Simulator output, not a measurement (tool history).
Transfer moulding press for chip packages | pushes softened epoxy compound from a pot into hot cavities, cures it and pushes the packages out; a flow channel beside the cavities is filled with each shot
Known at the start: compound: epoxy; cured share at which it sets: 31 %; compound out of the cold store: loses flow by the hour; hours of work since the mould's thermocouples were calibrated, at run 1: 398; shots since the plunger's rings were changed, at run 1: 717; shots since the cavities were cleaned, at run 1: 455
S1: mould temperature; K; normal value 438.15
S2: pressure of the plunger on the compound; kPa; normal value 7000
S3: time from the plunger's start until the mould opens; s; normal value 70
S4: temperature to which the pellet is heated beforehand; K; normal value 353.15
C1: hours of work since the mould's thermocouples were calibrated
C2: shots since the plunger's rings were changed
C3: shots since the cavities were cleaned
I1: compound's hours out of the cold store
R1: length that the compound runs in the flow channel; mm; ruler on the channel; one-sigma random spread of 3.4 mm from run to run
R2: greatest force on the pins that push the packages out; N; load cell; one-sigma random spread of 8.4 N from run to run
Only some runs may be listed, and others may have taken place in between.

run,hour,S1,S2,S3,S4,C1,C2,C3,I1,R1,R2
1,0,438.15,7000,70,353.15,398,717,455,27.6,965,559
# hour 7: cavities cleaned with cleaning compound and waxed
# hour 50: cavities cleaned with cleaning compound and waxed
2,60.5,438.15,7000,70,353.15,425,1450,135,9.5,1052,473
# hour 97.5: cavities cleaned with cleaning compound and waxed
3,119.6,438.15,7000,70,353.15,452,2182,281,42.9,890,514
# hour 144.4: cavities cleaned with cleaning compound and waxed
# hour 188.3: cavities cleaned with cleaning compound and waxed
4,197.8,438.15,7000,70,353.15,487,3139,121,36.7,908,427
# hour 235.1: cavities cleaned with cleaning compound and waxed
# hour 275.5: cavities cleaned with cleaning compound and waxed, once more
# hour 285.3: plunger's sealing rings changed
5,285.8,438.15,7000,70,353.15,526,6,99,46.8,887,428
# hour 320.7: cavities cleaned with cleaning compound and waxed
6,345.1,438.15,7000,70,353.15,553,742,311,37.2,921,514
# hour 366.4: cavities cleaned with cleaning compound and waxed
# hour 410.2: cavities cleaned with cleaning compound and waxed
7,410.2,438.15,7000,70,353.15,582,1532,0,39.6,903,362
# hour 454.5: cavities cleaned with cleaning compound and waxed
8,495,438.15,7000,70,353.15,621,2593,515,20,995,604
# hour 504.1: cavities cleaned with cleaning compound and waxed
9,539.9,438.15,7000,70,353.15,641,3146,456,20.9,987,611
# hour 546.8: cavities cleaned with cleaning compound and waxed
# hour 593.6: cavities cleaned with cleaning compound and waxed
# hour 625.1: plunger's sealing rings changed
10,628.4,438.15,7000,70,353.15,680,41,411,9.1,1068,600
# hour 640.8: cavities cleaned with cleaning compound and waxed
# hour 684.9: cavities cleaned with cleaning compound and waxed
11,687.7,438.15,7000,70,353.15,707,758,35,9.3,1063,417
# hour 731.7: cavities cleaned with cleaning compound and waxed
12,732.8,442.15,7000,70,353.15,727,1312,14,13.8,1018,351
# hour 777.1: mould's thermocouples calibrated
# hour 778.6: cavities cleaned with cleaning compound and waxed
13,815.7,442.15,7000,70,353.15,17,2323,472,16.4,986,528
# hour 823.3: cavities cleaned with cleaning compound and waxed
# hour 867.7: cavities cleaned with cleaning compound and waxed
14,875.7,442.15,7000,70,353.15,44,3049,101,30.7,918,367
# hour 912.7: cavities cleaned with cleaning compound and waxed
15,925.7,442.15,7000,70,353.15,67,3667,165,36.2,880,411
# hour 959.5: cavities cleaned with cleaning compound and waxed
# hour 973.2: plunger's sealing rings changed
16,987.9,442.15,7000,70,353.15,94,186,329,27.5,957,459
# hour 1006.1: cavities cleaned with cleaning compound and waxed
17,1031.5,442.15,7000,70,353.15,114,722,323,41.1,887,465
# hour 1054.2: cavities cleaned with cleaning compound and waxed
# hour 1097.7: cavities cleaned with cleaning compound and waxed
18,1103.6,442.15,7000,60,361.15,146,1602,75,10,1033,446
# hour 1143.5: cavities cleaned with cleaning compound and waxed
19,1143.5,436.15,5620,60,349.15,164,2091,0,30,856,582
# hour 1188.4: cavities cleaned with cleaning compound and waxed
20,1194.7,436.15,5620,60,349.15,188,2723,80,37.4,820,611
# hour 1234: cavities cleaned with cleaning compound and waxed
21,1261.9,436.15,6800,60,349.15,218,3560,355,14.7,1013,896
# hour 1279.1: cavities cleaned with cleaning compound and waxed
# hour 1316.1: plunger's sealing rings changed
# hour 1325.7: cavities cleaned with cleaning compound and waxed
22,1344,436.15,6800,60,349.15,254,336,232,42.6,893,744
# hour 1368.7: cavities cleaned with cleaning compound and waxed
23,1399.3,436.15,6800,60,349.15,279,1021,389,32.5,937,890
# hour 1413.1: cavities cleaned with cleaning compound and waxed
# hour 1456.1: cavities cleaned with cleaning compound and waxed
24,1479.2,438.15,8410,90,353.15,315,2000,293,46.4,955,423
# hour 1502.3: cavities cleaned with cleaning compound and waxed
# hour 1546: cavities cleaned with cleaning compound and waxed
25,1564.1,443.15,7000,92,353.15,354,3043,231,11.9,1009,405

4 options for the next run, each taken on its own from the tool as it stands now. Forecast them:
# hour 1590.5: cavities cleaned with cleaning compound and waxed
# hour 1637.1: cavities cleaned with cleaning compound and waxed
A,1644.7,438.15,7000,70,349.15,390,4030,97,31.8,?,?
# hour 1590.5: cavities cleaned with cleaning compound and waxed
# hour 1637.1: cavities cleaned with cleaning compound and waxed
B,1644.7,444.15,5840,90,353.15,390,4030,97,22.1,?,?
# hour 1590.5: cavities cleaned with cleaning compound and waxed
# hour 1637.1: cavities cleaned with cleaning compound and waxed
C,1644.7,444.15,7000,105,347.15,390,4030,97,15,?,?
# hour 1590.5: cavities cleaned with cleaning compound and waxed
# hour 1637.1: cavities cleaned with cleaning compound and waxed
D,1644.7,443.15,7350,92,349.15,390,4030,97,9.4,?,?

run,R1,R2
A,922,453
B,864,355
C,982,355
D,1038,363
Without the tool's unlogged condition, the same runs would have read:
run,R1,R2
A,953,371
B,893,300
C,1015,301
D,1072,307
